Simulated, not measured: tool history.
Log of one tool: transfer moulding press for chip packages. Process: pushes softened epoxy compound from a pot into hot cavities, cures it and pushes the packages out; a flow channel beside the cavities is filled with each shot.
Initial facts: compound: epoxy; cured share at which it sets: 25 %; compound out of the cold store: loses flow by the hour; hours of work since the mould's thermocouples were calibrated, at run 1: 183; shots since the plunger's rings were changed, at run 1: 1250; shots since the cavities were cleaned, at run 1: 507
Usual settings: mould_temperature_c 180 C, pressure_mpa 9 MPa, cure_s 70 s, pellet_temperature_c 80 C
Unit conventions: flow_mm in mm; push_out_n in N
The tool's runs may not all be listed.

run    hour  mould_temperature_c  pressure_mpa  cure_s  pellet_temperature_c  hours of work since the mould's thermocouples were calibrated  shots since the plunger's rings were changed  shots since the cavities were cleaned  incoming compound's hours out of the cold store  flow_mm  push_out_n
  1       0                  180             9      70                    80                                                            183                                          1250                                    507                                             36.4      514         314
  2    33.8                  180             9      70                    80                                                            198                                          1578                                    835                                             18.1      582         362
         54  -- cavities cleaned with cleaning compound and waxed
  3      95                  180             9      68                    80                                                            225                                          2157                                    397                                             40.3      496         306
  4   153.8                  180             9      68                    80                                                            251                                          2727                                    967                                             37.7      499         377
      158.5  -- cavities cleaned with cleaning compound and waxed
      165.7  -- plunger's sealing rings changed
  5   215.1                  180             9      68                    80                                                            277                                           480                                    525                                             11.4      621         332
  6   250.3                  180          7.18      70                    80                                                            292                                           821                                    866                                             20.8      515         363
      265.4  -- cavities cleaned with cleaning compound and waxed
      300.2  -- mould's thermocouples calibrated
  7   310.5                  180          7.18      70                    80                                                              5                                          1371                                    419                                             27.7      485         311
  8   360.7                  180          7.18      70                    80                                                             27                                          1858                                    906                                              9.5      555         383
      372.7  -- cavities cleaned with cleaning compound and waxed
  9   403.3                  180          7.18      70                    80                                                             45                                          2256                                    297                                             30.4      474         269
 10   445.1                  180          7.18      70                    80                                                             64                                          2661                                    702                                             33.6      460         324
      466.1  -- plunger's sealing rings changed
 11   474.8                  180          7.18      70                    80                                                             76                                            85                                    966                                             33.8      470         358
      481.5  -- cavities cleaned with cleaning compound and waxed
 12   530.7                  173          7.18      70                    80                                                            101                                           612                                    477                                              8.3      582         529
      587.1  -- cavities cleaned with cleaning compound and waxed
 13   595.3                  180             9      70                    80                                                            129                                          1224                                     79                                             38.6      510         224
 14   634.5                  180             9      70                    80                                                            146                                          1604                                    459                                              8.4      628         319
 15     683                  176         10.76     104                    75                                                            168                                          2075                                    930                                             27.4      603         301
      693.8  -- cavities cleaned with cleaning compound and waxed
 16   724.1                  180          6.97      69                    80                                                            186                                          2458                                    293                                              8.6      550         297
      761.7  -- plunger's sealing rings changed
 17     775                  176          7.09      76                    85                                                            207                                           130                                    763                                             12.7      555         382
      802.7  -- cavities cleaned with cleaning compound and waxed
 18     817                  180             9      82                    80                                                            225                                           522                                    139                                             40.1      505         199
 19   876.5                  185         10.96      82                    80                                                            252                                          1099                                    716                                             41.2      540         274
      908.4  -- cavities cleaned with cleaning compound and waxed
 20     909                  177             8      99                    75                                                            266                                          1400                                      6                                               35      493         167
 21   941.7                  180             9      61                    81                                                            281                                          1716                                    322                                             19.1      579         369
 22   988.4                  180             9      91                    81                                                            301                                          2170                                    776                                             38.5      496         284
     1013.8  -- mould's thermocouples calibrated
     1015.3  -- cavities cleaned with cleaning compound and waxed
 23  1018.8                  180             9      91                    81                                                              2                                          2430                                     34                                             13.1      601         187
 24  1046.4                  178          6.98      58                    80                                                             14                                          2698                                    302                                             29.8      468         472
     1062.3  -- plunger's sealing rings changed
 25    1115                  178          8.63      58                    84                                                             43                                           511                                    943                                             32.3      528         623
     1125.8  -- cavities cleaned with cleaning compound and waxed
 26  1160.2                  178          8.63      58                    84                                                             63                                           935                                    334                                             26.9      544         478
 27  1220.4                  173             9      67                    72                                                             90                                          1518                                    917                                              9.7      642         711

Some steps in flow_mm between neighbouring runs. How much of each would the tool show without its hidden state too (settings, what came in, random variation), and how much is left for the hidden state, with any gauge scatter that isn't in both results?
Hidden state at play: true mould temperature over the reading, C; pressure that reaches the compound, % of what is set; grip of the stained cavities, % over clean ones'; drift of the gauge itself on flow_mm, %; drift of the gauge itself on push_out_n, %.
Run 4 -> 5: cavities cleaned with cleaning compound and waxed, plunger's sealing rings changed. flow_mm +122 mm: hidden state +11, all else +111.
Run 10 -> 11: plunger's sealing rings changed. flow_mm +10 mm: hidden state +14, all else -4.
Run 16 -> 17: mould_temperature_c 180 -> 176, pressure_mpa 6.97 -> 7.09, cure_s 69 -> 76, pellet_temperature_c 80 -> 85, plunger's sealing rings changed. flow_mm +5 mm: hidden state +14, all else -9.
Run 23 -> 24: mould_temperature_c 180 -> 178, pressure_mpa 9 -> 6.98, cure_s 91 -> 58, pellet_temperature_c 81 -> 80. flow_mm -133 mm: hidden state +1, all else -134.
